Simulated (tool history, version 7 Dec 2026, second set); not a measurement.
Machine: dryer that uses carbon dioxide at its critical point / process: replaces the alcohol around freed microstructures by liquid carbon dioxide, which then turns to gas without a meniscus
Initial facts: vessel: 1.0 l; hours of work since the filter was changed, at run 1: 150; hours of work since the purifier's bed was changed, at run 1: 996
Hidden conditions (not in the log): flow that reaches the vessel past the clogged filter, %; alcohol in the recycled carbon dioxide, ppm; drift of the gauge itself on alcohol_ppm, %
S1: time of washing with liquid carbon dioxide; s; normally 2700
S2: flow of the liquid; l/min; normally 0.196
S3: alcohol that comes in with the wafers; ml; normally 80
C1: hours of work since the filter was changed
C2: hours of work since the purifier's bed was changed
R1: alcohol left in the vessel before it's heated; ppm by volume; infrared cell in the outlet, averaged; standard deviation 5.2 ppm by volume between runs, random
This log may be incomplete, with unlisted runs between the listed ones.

run     day    S1     S2  S3   C1    C2    R1
  1       0  2700  0.196  80  150   996   178
  2   1.204  2700  0.196  80  169  1015   193
      1.612  -- purifier's bed changed
  3   2.046  2700  0.196  80  180     7   133
  4   3.396  2700  0.196  80  200    27   137
  5    4.95  2700  0.196  84  224    51   150
  6   6.542  2700  0.196  55  248    75   113
  7   8.138  2700   0.13  80  273   100  1250
  8   8.842  2700   0.13  80  284   110  1268
      9.262  -- inlet filter changed
  9  10.329  2700   0.13  80   16   132  1006
 10  11.871  2640  0.162  52   40   156   266
 11  12.979  2640  0.162  52   57   173   277
 12   14.35  2700  0.151  81   78   194   555
 13    15.2  2700  0.119  81   91   207  1572
 14   16.45  2700  0.264  44  110   226    26
 15  17.679  3780  0.303  47  129   245    17
 16  18.642  3780  0.303  47  143   259    21
 17   19.85  3780  0.303  47  162   278    13
 18  21.362  3780  0.303  47  185   301    16

Consider 3 possible next runs. They are alternatives, not a sequence: every one starts from the tool as it was left by run 18. What does each give?
  A  22.379  2820  0.247   80  200  317   ?
  B  22.379  2700  0.136  104  200  317   ?
  C  22.379  2580  0.145   35  200  317   ?

run    R1
  A    34
  B  1248
  C   385
Had the tool no hidden state, the same runs would have come out as:
run    R1
  A    12
  B  1009
  C   300
